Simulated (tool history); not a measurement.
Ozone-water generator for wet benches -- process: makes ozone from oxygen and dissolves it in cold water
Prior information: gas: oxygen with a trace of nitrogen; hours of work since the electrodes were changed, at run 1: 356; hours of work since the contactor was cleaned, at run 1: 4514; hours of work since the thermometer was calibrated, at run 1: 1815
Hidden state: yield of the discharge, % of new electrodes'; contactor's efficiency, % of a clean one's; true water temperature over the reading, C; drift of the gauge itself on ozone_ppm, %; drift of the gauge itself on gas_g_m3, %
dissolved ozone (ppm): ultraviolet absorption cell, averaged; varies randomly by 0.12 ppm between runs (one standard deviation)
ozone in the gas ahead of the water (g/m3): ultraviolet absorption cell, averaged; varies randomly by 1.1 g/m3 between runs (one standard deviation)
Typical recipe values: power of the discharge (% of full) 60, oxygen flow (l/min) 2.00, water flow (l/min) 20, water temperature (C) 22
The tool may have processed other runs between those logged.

run    hour  power of the discharge (% of full)  oxygen flow (l/min)  water flow (l/min)  water temperature (C)  hours of work since the electrodes were changed  hours of work since the contactor was cleaned  hours of work since the thermometer was calibrated  dissolved ozone (ppm)  ozone in the gas ahead of the water (g/m3)
  1     0.0                                  60                 2.00                  20                     22                                              356                                           4514                                                1815                    9.5                                       190.8
  2   110.1                                  60                 1.85                  20                     22                                              464                                           4622                                                1923                    9.4                                       198.4
  3   231.8                                  60                 2.00                  20                     22                                              583                                           4741                                                2042                    9.5                                       190.5
  4   352.8                                  60                 2.00                  20                     22                                              701                                           4859                                                2160                    9.4                                       191.8
  5   469.9                                  85                 2.00                  20                     22                                              816                                           4974                                                2275                   13.0                                       260.2
  6   566.7                                  85                 2.00                  20                     22                                              910                                           5068                                                2369                   12.7                                       258.0
  7   620.4                                  85                 2.00                  20                     22                                              963                                           5121                                                2422                   13.0                                       261.2
  8   708.8                                  85                 2.61                  20                     22                                             1049                                           5207                                                2508                   13.4                                       228.6
  9   763.3                                  85                 2.61                  20                     22                                             1102                                           5260                                                2562                   13.5                                       230.2
 10   873.7                                  85                 1.81                  20                     22                                             1210                                           5368                                                2670                   12.4                                       267.0
 11   952.0                                  85                 1.81                  20                     22                                             1287                                           5445                                                2746                   12.4                                       269.0
 12  1033.7                                  85                 1.81                  20                     22                                             1367                                           5525                                                2826                   12.4                                       267.5
 13  1107.4                                  60                 2.00                  20                     22                                             1439                                           5597                                                2898                    9.3                                       187.6
 14  1197.6                                  60                 2.00                  20                     22                                             1527                                           5685                                                2986                    9.2                                       188.0
 15  1255.5                                  60                 2.00                  20                     22                                             1584                                           5742                                                3043                    9.0                                       187.7
     1336.1  -- water thermometer calibrated
 16  1377.3                                  60                 2.00                  23                     22                                             1702                                           5860                                                  40                    8.0                                       189.6
 17  1463.1                                  60                 2.00                  23                     22                                             1786                                           5944                                                 124                    8.1                                       186.2
 18  1531.2                                  98                 1.17                  23                     28                                             1853                                           6011                                                 191                    9.7                                       365.7
 19  1615.5                                  53                 1.82                  18                     18                                             1935                                           6093                                                 273                    9.1                                       173.8
 20  1682.8                                  83                 2.02                  20                     22                                             2001                                           6159                                                 339                   12.0                                       246.6
 21  1733.4                                  47                 2.90                  24                     21                                             2050                                           6208                                                 388                    6.9                                       127.4
 22  1792.7                                  47                 2.04                  15                     14                                             2108                                           6266                                                 446                   10.3                                       149.8
 23  1883.5                                  47                 2.04                  15                     14                                             2197                                           6355                                                 535                   10.3                                       147.9
 24  1957.6                                  47                 2.00                  20                     22                                             2270                                           6428                                                 608                    7.3                                       150.6
 25  2079.6                                  47                 1.28                  20                     28                                             2389                                           6547                                                 727                    6.0                                       183.5
 26  2154.8                                  67                 1.69                  13                     20                                             2462                                           6620                                                 800                   14.1                                       220.4
     2167.0  -- contactor cleaned
 27  2272.5                                  67                 1.69                  13                     20                                             2574                                            103                                                 912                   15.6                                       221.0
 28  2352.8                                  52                 2.00                  13                     24                                             2652                                            182                                                 990                   12.3                                       163.2
 29  2445.3                                  52                 2.00                  20                     26                                             2742                                            272                                                1081                    8.2                                       164.3
 30  2569.7                                  52                 2.00                  20                     26                                             2864                                            394                                                1202                    8.5                                       162.7
 31  2686.8                                  52                 2.00                  20                     26                                             2979                                            508                                                1317                    8.3                                       164.0
 32  2767.6                                  52                 2.00                  20                     26                                             3058                                            587                                                1396                    8.4                                       164.6
 33  2839.3                                  52                 2.00                  20                     26                                             3128                                            657                                                1466                    8.2                                       163.2
 34  2956.4                                  52                 2.00                  20                     26                                             3242                                            772                                                1580                    8.3                                       163.1

Hidden state or all else? Some run-to-run changes of dissolved ozone (ppm), split into what the settings, what came in and random variation would give without the hidden state, and what is left for the hidden state (with any gauge scatter that isn't in both results):
Run 20 -> 21: power of the discharge (% of full) 83 -> 47, oxygen flow (l/min) 2.02 -> 2.90, water flow (l/min) 20 -> 24, water temperature (C) 22 -> 21. dissolved ozone (ppm) -5.1: hidden state +0.8, all else -5.9.
Run 25 -> 26: power of the discharge (% of full) 47 -> 67, oxygen flow (l/min) 1.28 -> 1.69, water flow (l/min) 20 -> 13, water temperature (C) 28 -> 20. dissolved ozone (ppm) +8.1: hidden state -1.2, all else +9.3.
Run 26 -> 27: contactor cleaned. dissolved ozone (ppm) +1.5: hidden state +1.3, all else +0.2.
Run 28 -> 29: water flow (l/min) 13 -> 20, water temperature (C) 24 -> 26. dissolved ozone (ppm) -4.1: hidden state +0.1, all else -4.2.
